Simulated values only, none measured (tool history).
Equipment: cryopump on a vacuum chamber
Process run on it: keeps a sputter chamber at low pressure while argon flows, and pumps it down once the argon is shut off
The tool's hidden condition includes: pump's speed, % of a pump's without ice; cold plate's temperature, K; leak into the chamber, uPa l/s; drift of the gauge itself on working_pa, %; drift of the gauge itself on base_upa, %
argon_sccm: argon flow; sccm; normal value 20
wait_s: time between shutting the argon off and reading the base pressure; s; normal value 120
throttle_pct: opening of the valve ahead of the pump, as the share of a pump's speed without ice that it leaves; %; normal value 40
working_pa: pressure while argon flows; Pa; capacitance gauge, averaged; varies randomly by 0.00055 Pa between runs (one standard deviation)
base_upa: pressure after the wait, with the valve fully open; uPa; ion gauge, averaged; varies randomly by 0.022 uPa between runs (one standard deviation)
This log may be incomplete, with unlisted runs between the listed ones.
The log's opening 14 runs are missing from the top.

run	hour	argon_sccm	wait_s	throttle_pct	hours of work since the pump was warmed up and emptied	hours of work since the cold head was overhauled	hours of work since the chamber's fittings were tightened	working_pa	base_upa
15	175.4	20	120	40	456	456	2124	0.0671	3.52
16	186.2	20	120	40	462	462	2130	0.0666	3.52
17	199.1	20	120	40	470	470	2138	0.0677	3.62
18	215.5	20	120	40	479	479	2147	0.0673	3.67
19	231.7	30	217	46	489	489	2157	0.0892	3.55
20	239.1	10	42	18	493	493	2161	0.0694	4.40
21	247.5	10	25	50	498	498	2166	0.0277	5.19
22	256.0	27	23	18	503	503	2171	0.1895	5.48

Forecast run 23:
# hour 260.0: leaking fittings of the chamber tightened, without venting
23	274.0	27	23	18	513	513	8	?	?

Run 23 yielded working_pa 0.1894 Pa, base_upa 2.27 uPa.
Without the tool's hidden state the same run would have given working_pa 0.1754 Pa, base_upa 2.13 uPa.
